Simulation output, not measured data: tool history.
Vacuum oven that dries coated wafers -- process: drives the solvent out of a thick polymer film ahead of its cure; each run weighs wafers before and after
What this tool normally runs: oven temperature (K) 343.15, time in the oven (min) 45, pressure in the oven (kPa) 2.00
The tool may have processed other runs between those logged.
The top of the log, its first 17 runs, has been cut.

run,hour,oven temperature (K),time in the oven (min),pressure in the oven (kPa),solvent left in the film (%)
18,1613.0,343.15,45,5.04,7.34
19,1678.4,349.15,49,5.35,5.18
20,1787.1,356.15,35,3.20,2.65
21,1887.3,329.15,29,2.23,13.76
22,1983.7,329.15,29,2.23,13.74
23,2070.6,342.15,59,4.20,6.05
24,2134.4,336.15,52,1.43,5.96
25,2227.2,336.15,52,1.43,5.83
26,2307.5,330.15,52,1.04,8.31
27,2401.0,330.15,52,1.04,8.40
28,2492.8,330.15,52,1.04,8.40
29,2548.1,350.15,45,2.00,2.48
30,2668.4,343.15,45,2.71,5.03
31,2740.0,355.15,71,1.21,1.15

The next listed run, before its measurement:
# hour 2809.8: vacuum gauge cleaned of residue and calibrated
32,2819.1,355.15,71,1.21,?

solvent left in the film (%): 0.77
If the tool had no hidden condition, the same run with the same run-to-run variation would have returned solvent left in the film (%) 0.79.

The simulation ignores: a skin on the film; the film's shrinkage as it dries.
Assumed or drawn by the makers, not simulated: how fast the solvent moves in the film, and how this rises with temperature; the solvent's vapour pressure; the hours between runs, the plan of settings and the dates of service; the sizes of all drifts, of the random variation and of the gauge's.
